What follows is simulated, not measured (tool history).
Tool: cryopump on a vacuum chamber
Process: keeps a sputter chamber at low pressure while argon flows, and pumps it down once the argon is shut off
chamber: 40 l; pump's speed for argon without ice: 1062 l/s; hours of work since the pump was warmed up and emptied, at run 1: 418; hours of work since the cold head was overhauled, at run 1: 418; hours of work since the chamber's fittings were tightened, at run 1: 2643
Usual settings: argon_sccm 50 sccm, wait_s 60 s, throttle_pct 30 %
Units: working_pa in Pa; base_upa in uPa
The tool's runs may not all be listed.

run   hour  argon_sccm  wait_s  throttle_pct  hours of work since the pump was warmed up and emptied  hours of work since the cold head was overhauled  hours of work since the chamber's fittings were tightened  working_pa  base_upa
  1    0.0          50      60            30                                                     418                                               418                                                       2643      0.2932      4.91
  2   27.9          50      60            30                                                     441                                               441                                                       2667      0.2947      5.04
  3   57.8          50      60            30                                                     466                                               466                                                       2692      0.2971      5.16
  4   92.2          50      60            30                                                     495                                               495                                                       2720      0.2994      5.36
  5  123.1          50      60            30                                                     520                                               520                                                       2746      0.3020      5.24
  6  172.1          50      60            30                                                     561                                               561                                                       2786      0.3025      5.48
     215.5  -- pump warmed up, emptied and cooled again
  7  225.2          50      60            30                                                       8                                               601                                                       2826      0.2670      4.08
  8  252.0          50      60            30                                                      30                                               623                                                       2849      0.2678      4.08
  9  287.9          50      60            30                                                      60                                               653                                                       2878      0.2678      4.16
 10  338.1          50      60            30                                                     102                                               695                                                       2920      0.2737      4.26
 11  378.7          50      60            30                                                     136                                               728                                                       2954      0.2739      4.44
 12  420.8          50      60            30                                                     171                                               763                                                       2989      0.2755      4.37
 13  455.0          34     107            26                                                     199                                               792                                                       3017      0.2153      4.24

5 ways to go on from here, each from the tool as it stands after run 13. What would each give?
  A  482.2          34      73            36                                                     222                                               814                                                       3040           ?         ?
  B  482.2          67     126            26                                                     222                                               814                                                       3040           ?         ?
  C  482.2          34     107            30                                                     222                                               814                                                       3040           ?         ?
  D  482.2          50      25            28                                                     222                                               814                                                       3040           ?         ?
  E  482.2          33     270            16                                                     222                                               814                                                       3040           ?         ?

run  working_pa  base_upa
  A      0.1587      4.62
  B      0.4265      4.27
  C      0.1887      4.37
  D      0.2939      5.79
  E      0.3330      4.16
Without the tool's hidden state the same runs would have given:
run  working_pa  base_upa
  A      0.1508      0.85
  B      0.4109      0.63
  C      0.1809      0.67
  D      0.2823      2.00
  E      0.3254      0.46
